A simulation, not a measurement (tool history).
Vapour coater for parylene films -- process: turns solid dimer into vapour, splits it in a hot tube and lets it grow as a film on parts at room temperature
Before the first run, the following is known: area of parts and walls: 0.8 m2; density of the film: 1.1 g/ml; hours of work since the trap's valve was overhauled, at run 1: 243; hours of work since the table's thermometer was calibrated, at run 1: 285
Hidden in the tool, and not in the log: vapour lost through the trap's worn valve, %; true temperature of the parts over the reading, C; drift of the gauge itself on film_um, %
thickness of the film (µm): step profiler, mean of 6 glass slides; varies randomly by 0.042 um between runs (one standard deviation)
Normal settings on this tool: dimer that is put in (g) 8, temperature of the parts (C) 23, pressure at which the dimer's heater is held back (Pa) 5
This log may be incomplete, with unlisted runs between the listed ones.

run   hour  dimer that is put in (g)  temperature of the parts (C)  pressure at which the dimer's heater is held back (Pa)  hours of work since the trap's valve was overhauled  hours of work since the table's thermometer was calibrated  thickness of the film (µm)
  1      0                         8                            23                                                       5                                                  243                                                         285                        4.73
  2   30.2                         8                            23                                                       5                                                  258                                                         300                        4.61
  3     46                         8                            23                                                       5                                                  266                                                         308                        4.67
  4   73.1                         8                            25                                                       5                                                  280                                                         322                        4.47
  5    102                         8                            25                                                       5                                                  294                                                         336                        4.45
  6  129.8                         8                            25                                                       5                                                  308                                                         350                        4.44
  7  159.2                         8                            16                                                    8.03                                                  323                                                         365                         4.8
  8  185.2                         7                            29                                                    2.78                                                  336                                                         378                        4.09
     196.1  -- trap's valve overhauled
  9  213.6                         7                            29                                                    2.78                                                    9                                                         391                        4.11
 10  229.6                         6                            17                                                    5.16                                                   17                                                         399                        3.98
 11  260.3                         6                            17                                                    5.16                                                   32                                                         414                        3.95
 12  281.6                         8                            19                                                       5                                                   43                                                         425                        5.09

Each row is a separate what-if for the run after 12, all from the same tool condition, not one after another. Results?
  A   304                         8                            21                                                   10.77                                                   54                                                         436                           ?
  B   304                        10                            23                                                       5                                                   54                                                         436                           ?
  C   304                         9                            23                                                    7.13                                                   54                                                         436                           ?
  D   304                         8                            19                                                    3.54                                                   54                                                         436                           ?

run  thickness of the film (µm)
  A                        4.01
  B                        5.82
  C                        4.87
  D                        5.61
Stripped of hidden state, with their random variation kept, the same runs would have yielded:
run  thickness of the film (µm)
  A                        4.02
  B                        5.83
  C                        4.87
  D                        5.62

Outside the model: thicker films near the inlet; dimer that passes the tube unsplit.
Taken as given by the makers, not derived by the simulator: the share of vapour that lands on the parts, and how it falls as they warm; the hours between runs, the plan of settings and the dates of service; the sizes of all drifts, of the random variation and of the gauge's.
